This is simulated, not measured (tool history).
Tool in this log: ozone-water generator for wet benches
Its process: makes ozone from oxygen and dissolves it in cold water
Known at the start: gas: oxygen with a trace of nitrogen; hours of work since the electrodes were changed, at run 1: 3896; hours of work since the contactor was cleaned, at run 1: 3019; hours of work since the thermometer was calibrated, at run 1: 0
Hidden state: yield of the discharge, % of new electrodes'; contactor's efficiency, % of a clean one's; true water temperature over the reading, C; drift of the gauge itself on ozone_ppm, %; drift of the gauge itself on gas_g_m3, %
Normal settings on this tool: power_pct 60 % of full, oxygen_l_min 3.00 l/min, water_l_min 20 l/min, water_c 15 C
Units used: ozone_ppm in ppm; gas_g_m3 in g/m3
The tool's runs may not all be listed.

run	day	power_pct	oxygen_l_min	water_l_min	water_c	hours of work since the electrodes were changed	hours of work since the contactor was cleaned	hours of work since the thermometer was calibrated	ozone_ppm	gas_g_m3
1	0.000	60	3.00	20	15	3896	3019	0	15.3	232.4
2	4.717	60	3.00	20	15	3999	3122	103	15.2	233.9
3	9.267	60	3.00	31	15	4098	3222	202	9.6	232.9
4	15.904	71	3.00	20	15	4243	3367	348	17.3	264.2
5	23.954	60	3.00	14	15	4419	3543	523	21.4	234.2
6	30.488	60	3.00	14	16	4562	3685	666	21.1	234.8
7	39.429	60	3.00	14	16	4757	3881	862	21.4	233.0
8	45.283	60	1.59	20	15	4885	4009	989	11.8	290.4
9	51.396	60	1.59	20	15	5019	4142	1123	11.7	292.6
10	60.633	60	1.59	20	15	5221	4344	1325	11.8	291.5
11	66.354	60	1.59	20	15	5346	4469	1450	11.9	288.9
12	74.079	60	1.59	20	15	5514	4638	1619	12.0	291.7
13	80.004	60	1.59	20	15	5644	4767	1748	11.7	290.3
14	85.846	60	1.59	20	15	5772	4895	1876	11.9	289.9
15	94.842	60	1.59	20	9	5968	5091	2072	12.4	286.4
16	101.458	60	3.00	20	15	6113	5236	2217	15.2	231.4
17	105.679	60	3.00	20	15	6205	5328	2309	15.1	230.7
18	113.771	55	5.04	29	8	6382	5505	2486	12.6	178.2
19	122.067	46	5.04	29	8	6563	5686	2667	11.0	156.8
20	127.067	46	5.04	17	12	6672	5796	2777	17.5	154.1
21	134.154	62	5.04	15	12	6827	5951	2931	24.0	195.8
22	142.317	75	3.34	15	12	7005	6129	3110	25.6	263.4
23	150.254	44	3.47	26	8	7179	6302	3283	10.4	172.6
24	154.117	44	3.47	26	8	7263	6387	3368	10.0	170.3
25	161.883	56	3.00	20	15	7433	6556	3537	14.4	216.9
26	166.875	56	3.00	16	9	7542	6665	3646	19.1	214.9
27	174.679	56	4.22	16	9	7713	6836	3817	21.3	191.9
28	179.875	56	4.22	16	9	7826	6950	3930	21.3	191.0
29	183.700	56	4.22	16	9	7910	7033	4014	21.3	190.7
30	190.921	60	1.86	20	15	8067	7191	4172	12.7	272.3
31	198.433	60	1.86	20	15	8232	7355	4336	12.6	271.3
# day 204.688: water thermometer calibrated
32	205.817	60	1.86	20	15	8393	7516	25	12.7	268.1
# day 212.288: contactor cleaned
33	212.475	60	1.86	20	15	8534	4	167	12.8	269.1

Below are 3 alternative next runs, each starting from the tool's condition after run 33. Predict each:
A	220.904	74	1.86	24	15	8719	188	351	?	?
B	220.904	64	1.86	20	23	8719	188	351	?	?
C	220.904	74	3.19	20	15	8719	188	351	?	?

run	ozone_ppm	gas_g_m3
A	12.2	316.9
B	12.6	282.8
C	18.3	263.2
Without the tool's unlogged condition, the same runs would have read:
run	ozone_ppm	gas_g_m3
A	12.2	325.2
B	12.6	290.2
C	18.3	270.1
